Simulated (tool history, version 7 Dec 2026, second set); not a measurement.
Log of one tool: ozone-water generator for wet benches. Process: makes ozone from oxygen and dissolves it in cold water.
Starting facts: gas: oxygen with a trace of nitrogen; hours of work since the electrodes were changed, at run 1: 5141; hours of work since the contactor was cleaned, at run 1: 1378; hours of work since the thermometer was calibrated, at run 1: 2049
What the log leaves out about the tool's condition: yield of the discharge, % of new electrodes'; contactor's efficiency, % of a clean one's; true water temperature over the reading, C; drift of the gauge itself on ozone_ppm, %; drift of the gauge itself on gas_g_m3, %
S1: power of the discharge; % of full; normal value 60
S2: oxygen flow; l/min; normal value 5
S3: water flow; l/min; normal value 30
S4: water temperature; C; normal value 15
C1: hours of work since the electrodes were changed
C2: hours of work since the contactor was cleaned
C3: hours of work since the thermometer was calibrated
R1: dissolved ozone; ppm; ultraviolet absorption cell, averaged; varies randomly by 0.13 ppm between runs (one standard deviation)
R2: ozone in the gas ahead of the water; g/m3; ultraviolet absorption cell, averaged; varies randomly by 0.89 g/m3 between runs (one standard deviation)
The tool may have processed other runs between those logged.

run    hour  S1    S2  S3  S4    C1    C2    C3    R1     R2
  1       0  60     5  30  15  5141  1378  2049    14  147.4
  2    95.4  60     5  46  15  5226  1463  2134   9.6  147.4
  3   220.6  48     5  30  15  5337  1574  2245  12.2  127.8
  4   373.3  48     5  30  15  5473  1710  2381  12.4  127.4
  5   474.4  48     5  30  10  5563  1799  2471  13.1  127.5
  6   558.3  72     5  30  10  5638  1874  2545  16.3  163.6
      616.5  -- water thermometer calibrated
  7   684.3  72     5  30  10  5749  1986    60  16.3  161.9
  8     839  60     5  30  15  5887  2123   198  14.2    146
  9   909.4  86     5  30  15  5949  2186   260  17.4    179
 10  1070.9  86     5  30  15  6093  2329   404  17.4  179.9
 11    1141  60     5  30  19  6155  2392   466  13.6  146.2
 12  1217.2  56  2.74  20  19  6223  2459   534  17.3    201
 13  1341.3  56  2.74  20  19  6333  2570   644  17.3  202.1
 14  1458.6  82  3.21  30  15  6438  2674   749  16.2  228.8
 15  1549.9  47  6.56  24   9  6519  2755   830    16  107.4
 16  1653.2  47  6.56  24   9  6610  2847   922    16  107.2
 17  1811.3  47  6.56  24   9  6751  2988  1062    16  106.9
 18  1977.4  68     5  45  15  6899  3135  1210  10.3  157.4
 19  2078.5  89     5  45  11  6989  3225  1300  12.4  184.8

Forecast each of these 3 alternatives for the next run:
  A  2201  62  3.55  18  15  7097  3334  1409   ?   ?
  B  2201  50     5  22  15  7097  3334  1409   ?   ?
  C  2201  89     5  43  11  7097  3334  1409   ?   ?

run    R1     R2
  A  21.4  181.6
  B  16.2  131.3
  C  13.1  183.6
What these runs would have given with no unlogged condition in the tool:
run    R1     R2
  A  21.4  182.1
  B  16.3  131.6
  C  13.1  184.2
